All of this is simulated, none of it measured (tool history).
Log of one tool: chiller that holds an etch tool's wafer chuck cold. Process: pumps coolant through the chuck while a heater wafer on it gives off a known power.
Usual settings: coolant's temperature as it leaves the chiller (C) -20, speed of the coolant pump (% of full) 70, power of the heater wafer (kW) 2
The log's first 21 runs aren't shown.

| run | hour | coolant's temperature as it leaves the chiller (C) | speed of the coolant pump (% of full) | power of the heater wafer (kW) | hours since the coolant was changed and the channels were flushed | hours since the pump was overhauled | hours since the chiller's thermometer was calibrated | chuck's temperature once it has settled (C) | how much warmer the coolant comes back (C) |
|---|---|---|---|---|---|---|---|---|---|
|  | 787.3 | chiller's thermometer calibrated, once more |
| 22 | 795.8 | -20 | 63 | 2 | 555 | 1020 | 8 | -1.5 | 7.93 |
| 23 | 821.8 | -20 | 63 | 2 | 582 | 1046 | 34 | -1.5 | 7.9 |
| 24 | 874.9 | -21 | 67 | 2.082 | 635 | 1099 | 88 | -2.8 | 7.72 |
| 25 | 925 | -21 | 67 | 2.082 | 685 | 1149 | 138 | -2.8 | 7.75 |
| 26 | 952.2 | -21 | 67 | 2.082 | 712 | 1176 | 165 | -2.8 | 7.66 |
| 27 | 977.2 | -21 | 67 | 2.082 | 737 | 1201 | 190 | -2.8 | 7.75 |
| 28 | 1028.5 | -27 | 67 | 2.516 | 788 | 1253 | 241 | -5 | 9.4 |
| 29 | 1063.8 | -27 | 67 | 2.69 | 824 | 1288 | 277 | -3.4 | 9.98 |
| 30 | 1115.8 | -13 | 65 | 2 | 876 | 1340 | 328 | 5 | 7.72 |
| 31 | 1167.2 | -13 | 65 | 2 | 927 | 1391 | 380 | 5.1 | 7.69 |

3 ways to go on from here, each from the tool as it stands after run 31. What would each give?
| A | 1214.8 | -17 | 82 | 2.732 | 974 | 1439 | 427 | ? | ? |
| B | 1214.8 | -26 | 65 | 2 | 974 | 1439 | 427 | ? | ? |
| C | 1214.8 | -13 | 85 | 2.011 | 974 | 1439 | 427 | ? | ? |

| run | chuck's temperature once it has settled (C) | how much warmer the coolant comes back (C) |
|---|---|---|
| A | 2.7 | 8.19 |
| B | -7.8 | 7.7 |
| C | 0.8 | 5.69 |
Without the tool's hidden state the same runs would have given:
| run | chuck's temperature once it has settled (C) | how much warmer the coolant comes back (C) |
|---|---|---|
| A | 1.5 | 7.83 |
| B | -8.9 | 7.36 |
| C | 0 | 5.44 |

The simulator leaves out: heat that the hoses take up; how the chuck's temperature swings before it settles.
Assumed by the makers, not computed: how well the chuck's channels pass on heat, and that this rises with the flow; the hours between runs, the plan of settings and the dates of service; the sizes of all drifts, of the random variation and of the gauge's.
